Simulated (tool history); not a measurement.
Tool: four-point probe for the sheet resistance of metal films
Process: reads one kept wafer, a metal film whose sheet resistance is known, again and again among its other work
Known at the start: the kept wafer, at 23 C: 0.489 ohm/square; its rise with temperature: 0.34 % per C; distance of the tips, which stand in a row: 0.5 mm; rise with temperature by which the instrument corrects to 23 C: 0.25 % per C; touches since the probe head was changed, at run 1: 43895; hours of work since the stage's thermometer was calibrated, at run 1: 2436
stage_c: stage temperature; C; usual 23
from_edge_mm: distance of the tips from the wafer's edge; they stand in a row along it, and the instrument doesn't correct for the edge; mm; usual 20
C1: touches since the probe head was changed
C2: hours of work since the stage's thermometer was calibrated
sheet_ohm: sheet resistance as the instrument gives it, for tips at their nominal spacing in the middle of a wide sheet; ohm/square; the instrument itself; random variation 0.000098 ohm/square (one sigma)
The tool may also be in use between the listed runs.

{"run": 1, "hour": 0.0, "stage_c": 23, "from_edge_mm": 20, "C1": 43895, "C2": 2436, "sheet_ohm": 0.487085}
{"run": 2, "hour": 28.5, "stage_c": 23, "from_edge_mm": 20, "C1": 44826, "C2": 2458, "sheet_ohm": 0.486831}
{"run": 3, "hour": 93.2, "stage_c": 23, "from_edge_mm": 20, "C1": 46944, "C2": 2507, "sheet_ohm": 0.486891}
{"run": 4, "hour": 157.6, "stage_c": 23, "from_edge_mm": 20, "C1": 49052, "C2": 2556, "sheet_ohm": 0.486717}
{"run": 5, "hour": 186.9, "stage_c": 28, "from_edge_mm": 20, "C1": 50010, "C2": 2578, "sheet_ohm": 0.48883}
{"run": 6, "hour": 215.5, "stage_c": 28, "from_edge_mm": 20, "C1": 50947, "C2": 2600, "sheet_ohm": 0.488953}
{"run": 7, "hour": 249.2, "stage_c": 23, "from_edge_mm": 20, "C1": 52048, "C2": 2625, "sheet_ohm": 0.486563}
{"run": 8, "hour": 283.0, "stage_c": 23, "from_edge_mm": 27, "C1": 53156, "C2": 2651, "sheet_ohm": 0.486731}
{"run": 9, "hour": 330.2, "stage_c": 23, "from_edge_mm": 20, "C1": 54699, "C2": 2687, "sheet_ohm": 0.486649}
{"run": 10, "hour": 377.8, "stage_c": 23, "from_edge_mm": 20, "C1": 56257, "C2": 2723, "sheet_ohm": 0.48661}
{"hour": 389.1, "done": "stage's thermometer calibrated"}
{"run": 11, "hour": 424.9, "stage_c": 23, "from_edge_mm": 37, "C1": 57781, "C2": 27, "sheet_ohm": 0.487825}
{"run": 12, "hour": 481.8, "stage_c": 34, "from_edge_mm": 20, "C1": 59644, "C2": 70, "sheet_ohm": 0.492686}
{"run": 13, "hour": 514.5, "stage_c": 28, "from_edge_mm": 20, "C1": 60712, "C2": 95, "sheet_ohm": 0.490072}
{"run": 14, "hour": 557.9, "stage_c": 28, "from_edge_mm": 20, "C1": 62132, "C2": 128, "sheet_ohm": 0.490097}
{"run": 15, "hour": 620.1, "stage_c": 23, "from_edge_mm": 20, "C1": 64168, "C2": 175, "sheet_ohm": 0.487827}
{"run": 16, "hour": 686.0, "stage_c": 23, "from_edge_mm": 20, "C1": 66324, "C2": 225, "sheet_ohm": 0.487691}
{"run": 17, "hour": 716.0, "stage_c": 23, "from_edge_mm": 20, "C1": 67307, "C2": 248, "sheet_ohm": 0.487674}
{"run": 18, "hour": 749.2, "stage_c": 20, "from_edge_mm": 20, "C1": 68392, "C2": 273, "sheet_ohm": 0.486355}
{"run": 19, "hour": 780.3, "stage_c": 20, "from_edge_mm": 20, "C1": 69411, "C2": 297, "sheet_ohm": 0.486181}
{"run": 20, "hour": 810.1, "stage_c": 20, "from_edge_mm": 20, "C1": 70386, "C2": 320, "sheet_ohm": 0.485971}
{"run": 21, "hour": 858.0, "stage_c": 20, "from_edge_mm": 20, "C1": 71951, "C2": 356, "sheet_ohm": 0.486229}
{"run": 22, "hour": 898.6, "stage_c": 20, "from_edge_mm": 20, "C1": 73281, "C2": 387, "sheet_ohm": 0.486213}
{"run": 23, "hour": 942.1, "stage_c": 34, "from_edge_mm": 62, "C1": 74704, "C2": 420, "sheet_ohm": 0.491816}
{"run": 24, "hour": 1006.8, "stage_c": 34, "from_edge_mm": 62, "C1": 76822, "C2": 469, "sheet_ohm": 0.491682}
{"run": 25, "hour": 1046.8, "stage_c": 34, "from_edge_mm": 62, "C1": 78131, "C2": 499, "sheet_ohm": 0.491964}
{"run": 26, "hour": 1095.0, "stage_c": 34, "from_edge_mm": 62, "C1": 79708, "C2": 536, "sheet_ohm": 0.491765}
{"run": 27, "hour": 1165.3, "stage_c": 24, "from_edge_mm": 3, "C1": 82006, "C2": 589, "sheet_ohm": 0.494525}
{"run": 28, "hour": 1214.4, "stage_c": 24, "from_edge_mm": 3, "C1": 83613, "C2": 626, "sheet_ohm": 0.494655}
{"run": 29, "hour": 1253.9, "stage_c": 24, "from_edge_mm": 3, "C1": 84906, "C2": 656, "sheet_ohm": 0.494491}
{"run": 30, "hour": 1310.1, "stage_c": 18, "from_edge_mm": 20, "C1": 86745, "C2": 699, "sheet_ohm": 0.484676}
{"run": 31, "hour": 1375.6, "stage_c": 18, "from_edge_mm": 20, "C1": 88889, "C2": 749, "sheet_ohm": 0.484613}
{"run": 32, "hour": 1435.5, "stage_c": 23, "from_edge_mm": 68, "C1": 90847, "C2": 794, "sheet_ohm": 0.486648}
{"run": 33, "hour": 1484.4, "stage_c": 23, "from_edge_mm": 13, "C1": 92448, "C2": 831, "sheet_ohm": 0.486861}
{"run": 34, "hour": 1537.3, "stage_c": 29, "from_edge_mm": 5, "C1": 94177, "C2": 872, "sheet_ohm": 0.491644}
{"run": 35, "hour": 1601.4, "stage_c": 23, "from_edge_mm": 16, "C1": 96276, "C2": 920, "sheet_ohm": 0.486628}
{"run": 36, "hour": 1636.5, "stage_c": 23, "from_edge_mm": 16, "C1": 97425, "C2": 947, "sheet_ohm": 0.486573}
{"run": 37, "hour": 1672.7, "stage_c": 29, "from_edge_mm": 29, "C1": 98608, "C2": 974, "sheet_ohm": 0.489045}
{"run": 38, "hour": 1737.9, "stage_c": 32, "from_edge_mm": 39, "C1": 100742, "C2": 1024, "sheet_ohm": 0.489925}
{"run": 39, "hour": 1773.8, "stage_c": 22, "from_edge_mm": 5, "C1": 101915, "C2": 1051, "sheet_ohm": 0.488333}
{"run": 40, "hour": 1819.8, "stage_c": 22, "from_edge_mm": 25, "C1": 103420, "C2": 1086, "sheet_ohm": 0.485929}
{"run": 41, "hour": 1873.4, "stage_c": 22, "from_edge_mm": 3, "C1": 105177, "C2": 1127, "sheet_ohm": 0.492747}
{"run": 42, "hour": 1935.4, "stage_c": 22, "from_edge_mm": 3, "C1": 107204, "C2": 1174, "sheet_ohm": 0.492707}
{"run": 43, "hour": 2004.0, "stage_c": 22, "from_edge_mm": 3, "C1": 109449, "C2": 1226, "sheet_ohm": 0.492587}
{"run": 44, "hour": 2033.8, "stage_c": 27, "from_edge_mm": 3, "C1": 110423, "C2": 1248, "sheet_ohm": 0.494811}

Forecast each of these 4 alternatives for the next run:
{"run": "A", "hour": 2096.0, "stage_c": 20, "from_edge_mm": 7, "C1": 112457, "C2": 1296, "sheet_ohm": "?"}
{"run": "B", "hour": 2096.0, "stage_c": 27, "from_edge_mm": 5, "C1": 112457, "C2": 1296, "sheet_ohm": "?"}
{"run": "C", "hour": 2096.0, "stage_c": 31, "from_edge_mm": 14, "C1": 112457, "C2": 1296, "sheet_ohm": "?"}
{"run": "D", "hour": 2096.0, "stage_c": 18, "from_edge_mm": 6, "C1": 112457, "C2": 1296, "sheet_ohm": "?"}

run=A sheet_ohm=0.485718
run=B sheet_ohm=0.490038
run=C sheet_ohm=0.489534
run=D sheet_ohm=0.485447
Without the tool's hidden state the same runs would have given:
run=A sheet_ohm=0.488929
run=B sheet_ohm=0.493258
run=C sheet_ohm=0.492741
run=D sheet_ohm=0.488661
